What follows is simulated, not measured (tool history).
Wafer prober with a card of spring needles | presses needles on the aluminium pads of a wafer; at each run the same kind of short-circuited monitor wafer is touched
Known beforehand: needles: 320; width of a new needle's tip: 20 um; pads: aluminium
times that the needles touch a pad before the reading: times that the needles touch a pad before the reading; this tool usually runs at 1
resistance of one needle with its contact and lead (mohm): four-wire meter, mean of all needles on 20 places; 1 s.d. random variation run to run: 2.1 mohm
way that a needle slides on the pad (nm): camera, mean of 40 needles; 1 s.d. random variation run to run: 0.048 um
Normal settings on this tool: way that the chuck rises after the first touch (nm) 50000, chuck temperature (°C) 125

run,hour,way that the chuck rises after the first touch (nm),chuck temperature (°C),times that the needles touch a pad before the reading,resistance of one needle with its contact and lead (mohm),way that a needle slides on the pad (nm)
1,0,50000,125,1,256,8470
# hour 2.2: tips cleaned on abrasive film
# hour 6.6: tips cleaned on abrasive film
# hour 12: tips cleaned on abrasive film
# hour 17.5: tips cleaned on abrasive film
# hour 22.9: tips cleaned on abrasive film
2,25.8,50000,125,1,265,8420
# hour 28: tips cleaned on abrasive film
# hour 33.4: tips cleaned on abrasive film
# hour 38.9: tips cleaned on abrasive film
# hour 44.3: tips cleaned on abrasive film
3,45.8,50000,125,1,251,8310
# hour 49.1: tips cleaned on abrasive film
# hour 49.4: height of the first contact set anew
# hour 54.8: tips cleaned on abrasive film
# hour 59.2: tips cleaned on abrasive film
# hour 64.6: tips cleaned on abrasive film
# hour 70: tips cleaned on abrasive film
4,70.1,50000,125,1,236,8730
# hour 75.5: tips cleaned on abrasive film
# hour 79.8: tips cleaned on abrasive film
# hour 85.3: tips cleaned on abrasive film
# hour 90.7: tips cleaned on abrasive film
# hour 96.1: tips cleaned on abrasive film
# hour 101.6: tips cleaned on abrasive film
5,102.2,50000,125,1,246,8680
# hour 106.6: tips cleaned on abrasive film
# hour 112: tips cleaned on abrasive film
# hour 117.5: tips cleaned on abrasive film
# hour 122.9: tips cleaned on abrasive film
# hour 128.3: tips cleaned on abrasive film
# hour 132.7: tips cleaned on abrasive film
6,132.9,50000,125,1,243,8530
# hour 137.3: tips cleaned on abrasive film
# hour 142.7: tips cleaned on abrasive film
# hour 148.1: tips cleaned on abrasive film
# hour 152.5: tips cleaned on abrasive film
# hour 157.9: tips cleaned on abrasive film
7,161,50000,125,1,273,8530
# hour 163.2: tips cleaned on abrasive film
# hour 167.6: tips cleaned on abrasive film
# hour 173: tips cleaned on abrasive film
# hour 178.5: tips cleaned on abrasive film
# hour 183.9: tips cleaned on abrasive film
8,186.1,50000,125,1,263,8300
# hour 188.3: tips cleaned on abrasive film
# hour 193.8: tips cleaned on abrasive film
# hour 199.2: tips cleaned on abrasive film
# hour 201.6: height of the first contact set anew
# hour 204.9: tips cleaned on abrasive film
# hour 210.3: tips cleaned on abrasive film
# hour 214.7: tips cleaned on abrasive film
9,215.6,50000,125,1,245,8700
# hour 219.9: tips cleaned on abrasive film
# hour 225.4: tips cleaned on abrasive film
# hour 230.8: tips cleaned on abrasive film
# hour 236.2: tips cleaned on abrasive film
# hour 241.7: tips cleaned on abrasive film
10,242.5,50000,125,1,251,8560
# hour 246.9: tips cleaned on abrasive film
# hour 252.3: tips cleaned on abrasive film
# hour 257.7: tips cleaned on abrasive film
# hour 262.1: tips cleaned on abrasive film
11,265.9,50000,69,1,256,8650
# hour 267.1: tips cleaned on abrasive film
# hour 271.4: tips cleaned on abrasive film
# hour 276.9: tips cleaned on abrasive film
# hour 282.3: tips cleaned on abrasive film
# hour 286.7: tips cleaned on abrasive film
# hour 292.1: tips cleaned on abrasive film
12,292.4,50000,64,1,227,8500
# hour 296.8: tips cleaned on abrasive film
# hour 302.2: tips cleaned on abrasive film
# hour 307.6: tips cleaned on abrasive film
# hour 313.1: tips cleaned on abrasive film
13,315.3,47000,125,1,267,7950
# hour 317.5: tips cleaned on abrasive film
# hour 322.9: tips cleaned on abrasive film
# hour 328.4: tips cleaned on abrasive film
# hour 333.8: tips cleaned on abrasive film
# hour 338.1: tips cleaned on abrasive film
# hour 343.2: tips cleaned on abrasive film
14,343.2,56000,30,2,209,9440
# hour 348.7: tips cleaned on abrasive film
# hour 353: tips cleaned on abrasive film
# hour 353.3: height of the first contact set anew
# hour 358.8: tips cleaned on abrasive film
15,359.2,50000,125,3,243,8670
# hour 363.5: tips cleaned on abrasive film
# hour 369: tips cleaned on abrasive film
# hour 374.4: tips cleaned on abrasive film
# hour 379.8: tips cleaned on abrasive film
16,380.4,61000,118,1,233,10660
# hour 384.7: tips cleaned on abrasive film
# hour 390.2: tips cleaned on abrasive film
# hour 395.6: tips cleaned on abrasive film
# hour 401: tips cleaned on abrasive film
# hour 405.8: tips cleaned on abrasive film
# hour 417.8: card fitted with new needles
17,417.8,35000,125,1,247,6140
# hour 423.2: tips cleaned on abrasive film
# hour 428.6: tips cleaned on abrasive film
# hour 434.1: tips cleaned on abrasive film
# hour 439.5: tips cleaned on abrasive film
# hour 444.9: tips cleaned on abrasive film
18,447.6,65000,118,2,222,11290
# hour 449.8: tips cleaned on abrasive film
# hour 455.2: tips cleaned on abrasive film
# hour 460.7: tips cleaned on abrasive film
# hour 465: tips cleaned on abrasive film
# hour 469.4: tips cleaned on abrasive film
19,469.4,65000,118,2,217,11260
# hour 473.8: tips cleaned on abrasive film
# hour 479.2: tips cleaned on abrasive film
# hour 484.7: tips cleaned on abrasive film
20,485.6,52000,54,2,211,8950
# hour 490: tips cleaned on abrasive film
# hour 495.4: tips cleaned on abrasive film
# hour 499.8: tips cleaned on abrasive film
# hour 505.1: tips cleaned on abrasive film
21,505.1,37000,54,2,228,6190
# hour 510.5: tips cleaned on abrasive film
# hour 516: tips cleaned on abrasive film
22,519.6,37000,54,2,257,6100
# hour 520.8: tips cleaned on abrasive film
# hour 526.2: tips cleaned on abrasive film
# hour 531.6: tips cleaned on abrasive film
# hour 537.1: tips cleaned on abrasive film
23,537.6,37000,54,2,237,6020
# hour 541.9: tips cleaned on abrasive film
# hour 547.4: tips cleaned on abrasive film
# hour 552.8: tips cleaned on abrasive film
# hour 557.2: tips cleaned on abrasive film
24,558,60000,125,1,228,10190

Each row is a separate what-if for the run after 24, all from the same tool condition, not one after another. Results?
# hour 562.3: tips cleaned on abrasive film
# hour 567.8: tips cleaned on abrasive film
# hour 570.2: height of the first contact set anew
# hour 572.4: tips cleaned on abrasive film
# hour 577.9: tips cleaned on abrasive film
# hour 583.3: tips cleaned on abrasive film
# hour 588.7: tips cleaned on abrasive film
A,590.8,38000,36,1,?,?
# hour 562.3: tips cleaned on abrasive film
# hour 567.8: tips cleaned on abrasive film
# hour 570.2: height of the first contact set anew
# hour 572.4: tips cleaned on abrasive film
# hour 577.9: tips cleaned on abrasive film
# hour 583.3: tips cleaned on abrasive film
# hour 588.7: tips cleaned on abrasive film
B,590.8,50000,125,1,?,?
# hour 562.3: tips cleaned on abrasive film
# hour 567.8: tips cleaned on abrasive film
# hour 570.2: height of the first contact set anew
# hour 572.4: tips cleaned on abrasive film
# hour 577.9: tips cleaned on abrasive film
# hour 583.3: tips cleaned on abrasive film
# hour 588.7: tips cleaned on abrasive film
C,590.8,60000,29,2,?,?

run,resistance of one needle with its contact and lead (mohm),way that a needle slides on the pad (nm)
A,254,6610
B,248,8790
C,208,10490
With the hidden condition removed and each run's random variation left untouched, the same runs would have given:
run,resistance of one needle with its contact and lead (mohm),way that a needle slides on the pad (nm)
A,214,6680
B,226,8850
C,197,10550
